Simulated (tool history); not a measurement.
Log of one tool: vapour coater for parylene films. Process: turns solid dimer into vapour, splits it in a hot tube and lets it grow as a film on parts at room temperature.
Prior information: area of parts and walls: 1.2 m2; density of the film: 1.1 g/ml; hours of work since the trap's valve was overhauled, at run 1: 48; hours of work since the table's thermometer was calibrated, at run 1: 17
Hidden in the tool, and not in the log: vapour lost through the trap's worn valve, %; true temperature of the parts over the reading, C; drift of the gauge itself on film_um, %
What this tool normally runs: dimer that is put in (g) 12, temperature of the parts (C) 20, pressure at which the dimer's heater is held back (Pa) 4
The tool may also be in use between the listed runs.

run,hour,dimer that is put in (g),temperature of the parts (C),pressure at which the dimer's heater is held back (Pa),hours of work since the trap's valve was overhauled,hours of work since the table's thermometer was calibrated,thickness of the film (µm)
1,0,12,20,4,48,17,4.16
2,27.9,12,20,4,60,28,4.17
3,84.3,12,20,4,83,52,4.03
4,114.7,20,20,4,96,64,6.85
5,150.9,20,20,8.44,111,79,6.14
6,194.4,20,20,8.44,129,97,6.08
7,221.9,20,20,8.44,140,109,6.06
8,262.3,12,20,4,157,126,3.96
9,316,12,20,4,179,148,3.92
10,370.8,12,20,4,202,171,3.96
11,409.3,12,20,4,218,187,3.89
12,460.6,12,20,4,239,208,3.85
13,505,12,20,4,258,226,3.91
14,550.4,12,20,4,277,245,3.82
15,582.3,12,20,4,290,258,3.77
16,608.8,12,20,4,301,270,3.8
17,663.3,12,20,6.12,324,292,3.55
18,689.4,12,20,6.12,335,303,3.55
19,715,9,26,3.81,345,314,2.3
20,743.6,8,20,2.8,357,326,2.54
21,776,12,20,7.25,371,339,3.41
22,811.1,12,20,4.47,385,354,3.58
23,840.7,18,12,3.27,397,366,7.18
24,891.8,9,31,4.25,419,387,1.82
# hour 925.3: trap's valve overhauled
25,928.5,7,21,4,1,401,2.32
26,969.3,7,21,4,18,418,2.35
27,1015.5,7,27,4,37,437,1.9
28,1071.3,12,20,5.67,61,460,3.86
29,1117.2,12,20,5.67,80,479,3.86
30,1149.8,9,17,4,93,493,3.31
31,1197.6,8,31,4.5,113,513,1.77
32,1248.8,12,20,4.48,134,534,3.92
33,1277.6,6,20,5.56,146,546,1.91

Describe how what the log doesn't record of the tool's condition differs between the last listed run preceding each entry between runs and the first listed run following it.
Between runs 24 and 25: trap's valve overhauled (hour 925.3)
  vapour lost through the trap's worn valve, %: 14.6 -> 0.7; true temperature of the parts over the reading, C: 0.56 -> 0.58
  the result without the hidden state subtracted from the measured one, thickness of the film (µm): -0.35 -> -0.06

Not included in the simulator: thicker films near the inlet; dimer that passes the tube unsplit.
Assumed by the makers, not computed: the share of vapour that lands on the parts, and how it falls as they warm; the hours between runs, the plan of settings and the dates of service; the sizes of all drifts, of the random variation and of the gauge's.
